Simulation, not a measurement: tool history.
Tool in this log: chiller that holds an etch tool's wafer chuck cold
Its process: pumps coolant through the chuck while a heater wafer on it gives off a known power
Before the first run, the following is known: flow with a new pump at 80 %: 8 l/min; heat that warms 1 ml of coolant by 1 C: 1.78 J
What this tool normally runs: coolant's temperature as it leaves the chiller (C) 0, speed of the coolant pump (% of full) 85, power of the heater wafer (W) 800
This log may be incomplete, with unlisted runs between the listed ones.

run	day	coolant's temperature as it leaves the chiller (C)	speed of the coolant pump (% of full)	power of the heater wafer (W)	chuck's temperature once it has settled (C)	how much warmer the coolant comes back (C)
1	0	0	85	800	9.5	3.55
2	5.667	0	85	800	9.4	3.55
3	12.429	0	85	800	9.3	3.59
4	18.112	0	85	800	9.5	3.51
5	22.488	0	85	800	9.5	3.56
6	27.067	0	85	800	9.6	3.63
7	35.779	0	85	800	9.5	3.63
8	40.858	0	85	800	9.7	3.67
9	46.658	0	85	1102	13.1	4.99
10	51.304	0	85	800	9.8	3.64

Estimate the outcome of run 11 from the log above:
11	56.55	0	85	800	?	?

Run 11 measured chuck's temperature once it has settled (C) 9.9, how much warmer the coolant comes back (C) 3.63.
Had the tool carried no hidden state, the very same run would have given chuck's temperature once it has settled (C) 7.8, how much warmer the coolant comes back (C) 3.13.
